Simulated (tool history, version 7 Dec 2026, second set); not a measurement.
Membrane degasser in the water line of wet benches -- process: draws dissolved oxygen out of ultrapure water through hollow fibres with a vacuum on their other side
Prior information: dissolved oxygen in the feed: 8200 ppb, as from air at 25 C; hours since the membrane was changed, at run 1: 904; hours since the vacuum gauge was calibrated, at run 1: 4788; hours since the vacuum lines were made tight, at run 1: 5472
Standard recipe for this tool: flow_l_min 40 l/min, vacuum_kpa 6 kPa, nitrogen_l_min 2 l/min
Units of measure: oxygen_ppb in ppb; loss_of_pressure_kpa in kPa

run,hour,flow_l_min,vacuum_kpa,nitrogen_l_min,hours since the membrane was changed,hours since the vacuum gauge was calibrated,hours since the vacuum lines were made tight,oxygen_ppb,loss_of_pressure_kpa
1,0,40,6,2,904,4788,5472,127.1,59.18
2,59,40,6,2,963,4847,5531,129.1,58.77
3,133.5,40,6,2,1037,4921,5605,129.8,59.56
4,201.8,28,6,2,1106,4990,5674,88.4,41.59
5,297.6,40,6,2,1202,5085,5769,129,59.52
6,379.9,40,6,2,1284,5168,5852,131.2,59.86
7,468.4,40,6,2,1372,5256,5940,128.9,60.14
8,572.4,40,6,2,1476,5360,6044,128.7,59.97
# hour 596.2: vacuum gauge calibrated
9,658.7,40,6,2,1562,63,6130,126.5,59.38
10,743.7,40,6,2,1647,148,6215,129,59.81
11,788,40,6,2,1691,192,6259,128.1,59.67
12,864.4,40,6,2,1768,268,6336,129,60.09
13,968.9,40,6,2,1872,373,6440,128.6,59.77
# hour 978.6: gauge calibrated
14,1070.8,40,6,2,1974,475,6542,132.1,59.62
15,1146.5,40,6,2,2050,550,6618,128.9,59.53
16,1232.4,40,6,2,2136,636,6704,128.7,59.26
17,1292,40,6,2,2195,696,6763,129,59.11
18,1392.5,27,11.86,2,2296,796,6864,265.3,40.04
19,1474.6,40,6,5.04,2378,878,6946,58.5,59.72
20,1523.4,40,6,5.04,2427,927,6995,58.2,59.93
21,1586.4,40,6,5.04,2490,990,7058,58.3,60.06
22,1662,48,5.23,1.34,2565,1066,7133,161,72.01
23,1758.7,48,5.23,1.34,2662,1163,7230,161.3,71.71
24,1854,48,5.23,1.34,2757,1258,7325,159.8,72.1
25,1915.9,40,14.18,4.03,2819,1320,7387,253.5,60.46
26,1960.2,40,14.18,4.03,2864,1364,7431,255.3,60.42
27,2060.4,53,5.74,2.79,2964,1464,7532,133,80.43
28,2118.7,53,5.74,2.76,3022,1523,7590,136.9,80.14
29,2222.8,53,6.16,0.86,3126,1627,7694,340.5,79.96
30,2287.6,33,4.39,2.26,3191,1691,7759,41.7,50.1
31,2331.9,40,6,1.2,3235,1736,7803,195.7,61.27
32,2419.7,40,6,1.2,3323,1824,7891,196.9,61.07

Across each entry between runs, compare the hidden state at the last listed run before it with the hidden state at the first listed run after it:
Run 8 -> run 9: vacuum gauge calibrated (hour 596.2)
  drift of the gauge itself on loss_of_pressure_kpa, %: 1.33 -> 1.53
  difference, measured minus the result without the unlogged condition, loss_of_pressure_kpa: +0.79 -> +0.9 kPa
Run 13 -> run 14: gauge calibrated (hour 978.6)
  drift of the gauge itself on loss_of_pressure_kpa, %: 2.25 -> 0.21
  difference, measured minus the result without the unlogged condition, loss_of_pressure_kpa: +1.32 -> +0.14 kPa

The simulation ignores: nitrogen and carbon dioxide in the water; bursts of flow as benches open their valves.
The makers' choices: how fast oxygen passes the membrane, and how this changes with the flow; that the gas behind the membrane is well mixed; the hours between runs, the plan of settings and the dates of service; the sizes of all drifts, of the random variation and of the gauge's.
